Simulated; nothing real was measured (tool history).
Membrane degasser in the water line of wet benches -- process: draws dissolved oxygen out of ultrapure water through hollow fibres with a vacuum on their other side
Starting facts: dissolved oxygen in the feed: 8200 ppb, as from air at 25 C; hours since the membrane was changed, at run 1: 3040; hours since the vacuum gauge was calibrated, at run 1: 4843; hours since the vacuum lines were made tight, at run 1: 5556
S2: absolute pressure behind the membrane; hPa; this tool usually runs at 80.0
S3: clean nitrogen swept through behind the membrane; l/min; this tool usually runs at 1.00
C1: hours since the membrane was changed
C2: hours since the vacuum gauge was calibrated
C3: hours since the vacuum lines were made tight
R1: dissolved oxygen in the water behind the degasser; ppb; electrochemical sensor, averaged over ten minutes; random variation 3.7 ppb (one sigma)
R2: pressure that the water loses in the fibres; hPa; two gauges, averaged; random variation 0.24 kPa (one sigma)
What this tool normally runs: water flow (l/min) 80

{"run": 1, "hour": 0.0, "water flow (l/min)": 80, "S2": 80.0, "S3": 1.0, "C1": 3040, "C2": 4843, "C3": 5556, "R1": 702.7, "R2": 637.3}
{"run": 2, "hour": 47.9, "water flow (l/min)": 80, "S2": 80.0, "S3": 1.0, "C1": 3087, "C2": 4891, "C3": 5604, "R1": 703.4, "R2": 640.8}
{"run": 3, "hour": 106.7, "water flow (l/min)": 80, "S2": 80.0, "S3": 1.0, "C1": 3146, "C2": 4949, "C3": 5663, "R1": 698.3, "R2": 640.7}
{"run": 4, "hour": 178.9, "water flow (l/min)": 80, "S2": 80.0, "S3": 1.0, "C1": 3218, "C2": 5022, "C3": 5735, "R1": 698.8, "R2": 644.2}
{"run": 5, "hour": 244.7, "water flow (l/min)": 80, "S2": 80.0, "S3": 1.0, "C1": 3284, "C2": 5087, "C3": 5801, "R1": 692.4, "R2": 645.8}
{"hour": 304.4, "done": "seals of the vacuum lines changed"}
{"run": 6, "hour": 354.3, "water flow (l/min)": 80, "S2": 80.0, "S3": 1.0, "C1": 3392, "C2": 5195, "C3": 50, "R1": 706.3, "R2": 647.0}
{"run": 7, "hour": 460.8, "water flow (l/min)": 80, "S2": 80.0, "S3": 1.0, "C1": 3498, "C2": 5301, "C3": 156, "R1": 707.3, "R2": 640.7}
{"run": 8, "hour": 514.2, "water flow (l/min)": 80, "S2": 80.0, "S3": 1.0, "C1": 3552, "C2": 5355, "C3": 210, "R1": 699.7, "R2": 644.4}
{"run": 9, "hour": 585.1, "water flow (l/min)": 80, "S2": 80.0, "S3": 1.23, "C1": 3623, "C2": 5426, "C3": 281, "R1": 628.2, "R2": 644.0}
{"run": 10, "hour": 646.0, "water flow (l/min)": 80, "S2": 80.0, "S3": 1.0, "C1": 3684, "C2": 5487, "C3": 342, "R1": 707.1, "R2": 644.0}
{"run": 11, "hour": 757.5, "water flow (l/min)": 77, "S2": 80.0, "S3": 1.0, "C1": 3795, "C2": 5598, "C3": 453, "R1": 686.5, "R2": 617.1}
{"run": 12, "hour": 811.0, "water flow (l/min)": 109, "S2": 80.0, "S3": 1.0, "C1": 3849, "C2": 5652, "C3": 507, "R1": 917.8, "R2": 877.3}
{"run": 13, "hour": 872.1, "water flow (l/min)": 109, "S2": 80.0, "S3": 1.0, "C1": 3910, "C2": 5713, "C3": 568, "R1": 928.3, "R2": 884.9}
{"run": 14, "hour": 928.0, "water flow (l/min)": 80, "S2": 80.0, "S3": 1.0, "C1": 3966, "C2": 5769, "C3": 624, "R1": 712.0, "R2": 646.4}
{"run": 15, "hour": 998.9, "water flow (l/min)": 80, "S2": 80.0, "S3": 1.0, "C1": 4037, "C2": 5840, "C3": 694, "R1": 709.8, "R2": 653.1}
{"run": 16, "hour": 1075.9, "water flow (l/min)": 86, "S2": 80.0, "S3": 1.0, "C1": 4114, "C2": 5917, "C3": 772, "R1": 755.4, "R2": 693.9}
{"run": 17, "hour": 1186.6, "water flow (l/min)": 83, "S2": 189.2, "S3": 2.87, "C1": 4224, "C2": 6027, "C3": 882, "R1": 965.3, "R2": 675.6}
{"run": 18, "hour": 1237.8, "water flow (l/min)": 93, "S2": 76.9, "S3": 0.85, "C1": 4275, "C2": 6078, "C3": 933, "R1": 831.4, "R2": 752.1}
{"run": 19, "hour": 1306.0, "water flow (l/min)": 96, "S2": 126.9, "S3": 0.43, "C1": 4344, "C2": 6147, "C3": 1002, "R1": 2091.1, "R2": 775.0}
{"run": 20, "hour": 1409.5, "water flow (l/min)": 80, "S2": 157.8, "S3": 2.2, "C1": 4447, "C2": 6250, "C3": 1105, "R1": 941.3, "R2": 654.0}
{"run": 21, "hour": 1509.9, "water flow (l/min)": 125, "S2": 90.5, "S3": 1.52, "C1": 4547, "C2": 6351, "C3": 1205, "R1": 992.1, "R2": 1013.6}
{"hour": 1519.9, "done": "vacuum gauge calibrated"}
{"run": 22, "hour": 1563.0, "water flow (l/min)": 76, "S2": 131.6, "S3": 1.0, "C1": 4600, "C2": 43, "C3": 1258, "R1": 1246.8, "R2": 616.4}
{"run": 23, "hour": 1608.3, "water flow (l/min)": 80, "S2": 80.0, "S3": 2.59, "C1": 4645, "C2": 88, "C3": 1303, "R1": 410.3, "R2": 648.1}
{"run": 24, "hour": 1676.3, "water flow (l/min)": 86, "S2": 160.6, "S3": 1.52, "C1": 4713, "C2": 156, "C3": 1371, "R1": 1305.2, "R2": 697.3}
{"run": 25, "hour": 1726.7, "water flow (l/min)": 85, "S2": 86.7, "S3": 1.52, "C1": 4764, "C2": 207, "C3": 1422, "R1": 663.6, "R2": 691.0}
{"run": 26, "hour": 1790.6, "water flow (l/min)": 53, "S2": 124.5, "S3": 1.16, "C1": 4828, "C2": 271, "C3": 1486, "R1": 812.4, "R2": 428.5}
{"run": 27, "hour": 1863.9, "water flow (l/min)": 49, "S2": 84.5, "S3": 0.61, "C1": 4901, "C2": 344, "C3": 1559, "R1": 721.3, "R2": 399.7}
{"hour": 1904.2, "done": "vacuum gauge calibrated, once more"}
{"run": 28, "hour": 1932.2, "water flow (l/min)": 49, "S2": 84.5, "S3": 0.61, "C1": 4969, "C2": 28, "C3": 1627, "R1": 678.3, "R2": 397.5}
{"run": 29, "hour": 2021.9, "water flow (l/min)": 80, "S2": 150.5, "S3": 0.59, "C1": 5058, "C2": 118, "C3": 1716, "R1": 1913.0, "R2": 649.7}
{"run": 30, "hour": 2095.8, "water flow (l/min)": 100, "S2": 80.0, "S3": 2.78, "C1": 5132, "C2": 192, "C3": 1790, "R1": 493.2, "R2": 812.7}
{"run": 31, "hour": 2158.6, "water flow (l/min)": 100, "S2": 80.0, "S3": 2.78, "C1": 5195, "C2": 254, "C3": 1853, "R1": 493.7, "R2": 815.9}

The next listed run, before its measurement:
{"run": 32, "hour": 2229.0, "water flow (l/min)": 80, "S2": 80.0, "S3": 1.22, "C1": 5266, "C2": 325, "C3": 1924, "R1": "?", "R2": "?"}

{"run 32": {"R1": 620.1, "R2": 654.4}}
Had the tool carried no hidden state, the very same run would have given R1 605.1 ppb, R2 624.9 hPa.
